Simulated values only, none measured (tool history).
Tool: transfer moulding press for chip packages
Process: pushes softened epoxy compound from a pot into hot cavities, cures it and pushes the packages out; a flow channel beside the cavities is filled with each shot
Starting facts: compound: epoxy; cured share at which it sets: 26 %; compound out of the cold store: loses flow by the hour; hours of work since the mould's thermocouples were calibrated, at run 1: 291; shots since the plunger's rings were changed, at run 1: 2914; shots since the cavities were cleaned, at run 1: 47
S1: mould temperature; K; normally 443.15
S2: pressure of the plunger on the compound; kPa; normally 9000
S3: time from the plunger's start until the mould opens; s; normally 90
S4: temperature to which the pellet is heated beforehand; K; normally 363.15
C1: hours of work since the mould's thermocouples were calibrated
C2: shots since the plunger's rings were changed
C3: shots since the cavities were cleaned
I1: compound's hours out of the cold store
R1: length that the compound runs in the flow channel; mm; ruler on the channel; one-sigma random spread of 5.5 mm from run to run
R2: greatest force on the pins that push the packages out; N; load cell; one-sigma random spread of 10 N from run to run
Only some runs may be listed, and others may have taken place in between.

Run 1, hour 0: usual settings; C1 291; C2 2914; C3 47; I1 35.7. Result: R1 742 mm, R2 525 N.
At hour 3.8: plunger's sealing rings changed.
Run 2, hour 14.6: usual settings but S4 371.15 K; C1 298; C2 131; C3 193; I1 39.3. Result: R1 783 mm, R2 594 N.
Run 3, hour 21.4: usual settings but S4 371.15 K; C1 302; C2 214; C3 276; I1 9.2. Result: R1 896 mm, R2 647 N.
Run 4, hour 32.7: usual settings but S4 371.15 K; C1 308; C2 350; C3 412; I1 36.1. Result: R1 778 mm, R2 700 N.
Run 5, hour 40.4: usual settings but S4 371.15 K; C1 313; C2 444; C3 506; I1 36.6. Result: R1 778 mm, R2 690 N.
Run 6, hour 46.7: usual settings but S4 371.15 K; C1 316; C2 521; C3 583; I1 16.7. Result: R1 856 mm, R2 738 N.
Run 7, hour 58: usual settings but S4 371.15 K; C1 322; C2 658; C3 720; I1 13.5. Result: R1 858 mm, R2 776 N.
Run 8, hour 68.5: usual settings but S2 8340 kPa; C1 328; C2 785; C3 847; I1 12.5. Result: R1 850 mm, R2 787 N.
Run 9, hour 79.5: usual settings; C1 334; C2 918; C3 980; I1 16.2. Result: R1 860 mm, R2 848 N.
At hour 82.4: cavities cleaned with cleaning compound and waxed.
Run 10, hour 91: usual settings; C1 340; C2 1039; C3 105; I1 47. Result: R1 729 mm, R2 545 N.
Run 11, hour 106.3: usual settings; C1 348; C2 1224; C3 290; I1 43.4. Result: R1 747 mm, R2 643 N.
Run 12, hour 114.1: usual settings; C1 353; C2 1319; C3 385; I1 21.8. Result: R1 821 mm, R2 695 N.
Run 13, hour 123.1: usual settings but S2 9600 kPa; C1 358; C2 1428; C3 494; I1 20.8. Result: R1 858 mm, R2 757 N.
Run 14, hour 133.6: usual settings but S3 97 s; C1 363; C2 1555; C3 621; I1 35.6. Result: R1 773 mm, R2 773 N.
Run 15, hour 140.1: usual settings but S3 97 s; C1 367; C2 1635; C3 701; I1 47.4. Result: R1 718 mm, R2 735 N.
Run 16, hour 152.4: usual settings but S3 78 s; C1 374; C2 1783; C3 849; I1 23.6. Result: R1 820 mm, R2 964 N.
Run 17, hour 161.1: usual settings but S3 78 s; C1 379; C2 1889; C3 955; I1 14.6. Result: R1 845 mm, R2 963 N.
At hour 165.2: cavities cleaned with cleaning compound and waxed.
Run 18, hour 174.2: usual settings but S3 78 s; C1 385; C2 2029; C3 110; I1 37.3. Result: R1 765 mm, R2 598 N.
At hour 185.7: mould's thermocouples calibrated.
Run 19, hour 189.5: usual settings but S3 78 s; C1 2; C2 2190; C3 271; I1 26.7. Result: R1 803 mm, R2 719 N.
Run 20, hour 197.3: usual settings but S3 70 s; C1 6; C2 2284; C3 365; I1 38.2. Result: R1 751 mm, R2 903 N.
Run 21, hour 206.5: usual settings but S1 449.15 K, S2 7760 kPa, S3 82 s; C1 12; C2 2397; C3 478; I1 29.2. Result: R1 717 mm, R2 682 N.
Run 22, hour 213.7: usual settings but S1 449.15 K, S2 7760 kPa, S3 82 s; C1 16; C2 2484; C3 565; I1 37.5. Result: R1 687 mm, R2 707 N.
Run 23, hour 221.2: usual settings but S3 74 s; C1 20; C2 2575; C3 656; I1 35.1. Result: R1 771 mm, R2 959 N.
Run 24, hour 231.6: usual settings but S4 357.15 K; C1 25; C2 2700; C3 781; I1 39.9. Result: R1 748 mm, R2 797 N.
Run 25, hour 243.2: usual settings but S1 451.15 K, S4 369.15 K; C1 32; C2 2841; C3 922; I1 8.9. Result: R1 831 mm, R2 760 N.
At hour 249.9: cavities cleaned with cleaning compound and waxed.
At hour 255.1: plunger's sealing rings changed.
Run 26, hour 255.2: usual settings but S1 444.15 K, S2 8420 kPa, S4 369.15 K; C1 36; C2 1; C3 35; I1 32.9. Result: R1 779 mm, R2 480 N.
Run 27, hour 265.5: usual settings but S1 445.15 K, S4 372.15 K; C1 42; C2 126; C3 160; I1 31.5. Result: R1 783 mm, R2 548 N.
Run 28, hour 275.9: usual settings but S1 449.15 K, S2 7210 kPa; C1 48; C2 252; C3 286; I1 18.5. Result: R1 752 mm, R2 609 N.
Run 29, hour 285.7: usual settings but S2 7160 kPa, S4 368.15 K; C1 53; C2 371; C3 405; I1 14.5. Result: R1 781 mm, R2 688 N.
Run 30, hour 295.8: usual settings but S2 7160 kPa, S4 368.15 K; C1 59; C2 493; C3 527; I1 44.6. Result: R1 669 mm, R2 727 N.

Forecast each of these 3 alternatives for the next run:
Run A, hour 306.6: usual settings but S2 8730 kPa; C1 65; C2 624; C3 658; I1 16.1. Result: R1 ?, R2 ?.
Run B, hour 306.6: usual settings but S1 447.15 K, S2 7160 kPa, S4 368.15 K; C1 65; C2 624; C3 658; I1 34.3. Result: R1 ?, R2 ?.
Run C, hour 306.6: usual settings but S1 446.15 K; C1 65; C2 624; C3 658; I1 26.3. Result: R1 ?, R2 ?.

run   R1   R2
  A  853  754
  B  688  717
  C  810  736
Take away the tool's hidden state, keep each run's random variation, and the runs would have read:
run   R1   R2
  A  863  478
  B  696  453
  C  820  465
